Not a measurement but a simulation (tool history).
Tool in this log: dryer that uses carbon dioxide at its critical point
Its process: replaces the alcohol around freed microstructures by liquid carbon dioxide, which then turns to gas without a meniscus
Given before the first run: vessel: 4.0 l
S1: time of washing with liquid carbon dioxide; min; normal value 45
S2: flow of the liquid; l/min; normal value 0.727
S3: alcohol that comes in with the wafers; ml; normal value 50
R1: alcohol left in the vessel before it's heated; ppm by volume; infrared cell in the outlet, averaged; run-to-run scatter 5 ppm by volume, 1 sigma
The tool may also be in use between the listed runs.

run	hour	S1	S2	S3	R1
1	0.0	45	0.727	50	213
2	17.0	46	0.727	50	230
3	31.9	46	0.727	50	226
4	48.8	46	0.727	50	224
5	67.1	45	0.727	50	241
6	80.5	45	0.727	50	248
7	91.8	45	0.727	50	240
8	109.9	45	0.727	86	258
# hour 120.2: purifier's bed changed
9	125.8	45	0.727	50	30
10	151.2	45	0.727	50	33
11	167.8	45	0.727	50	45
12	181.1	55	0.727	50	33
13	203.4	55	0.727	50	43
14	218.6	45	0.465	50	251
15	234.4	45	0.465	50	258
16	260.2	45	0.727	50	64
17	277.3	45	0.727	50	66
18	290.9	45	0.727	50	74
19	308.8	45	0.727	50	70
20	328.6	45	0.727	50	80
21	349.3	45	0.727	22	80
22	372.1	45	0.727	22	80
23	387.8	45	0.866	97	91
24	408.1	45	0.866	97	97
25	425.3	45	0.866	97	111
26	438.0	45	0.866	97	103
27	464.2	29	0.531	29	528
28	490.2	29	0.531	29	532
29	511.8	45	0.645	50	165
30	523.8	45	0.645	50	173
31	537.3	27	0.635	31	446
32	554.3	27	0.635	31	462
33	578.0	27	0.635	27	439
34	588.7	65	0.800	84	126
35	602.2	59	0.647	114	152
36	622.6	66	0.990	35	135
37	643.1	29	0.870	45	265
38	655.0	50	0.563	50	236
39	677.3	50	0.563	73	290
40	703.3	30	0.727	106	707
41	720.4	30	0.727	106	698

Predict each of these 3 candidate next runs independently; none follows another, all start after run 41:
# hour 725.3: inlet filter changed
A	741.7	58	0.727	106	?
# hour 725.3: inlet filter changed
B	741.7	34	0.486	50	?
# hour 725.3: inlet filter changed
C	741.7	60	0.727	50	?

run	R1
A	186
B	586
C	169
What these runs would have given with no unlogged condition in the tool:
run	R1
A	18
B	412
C	6
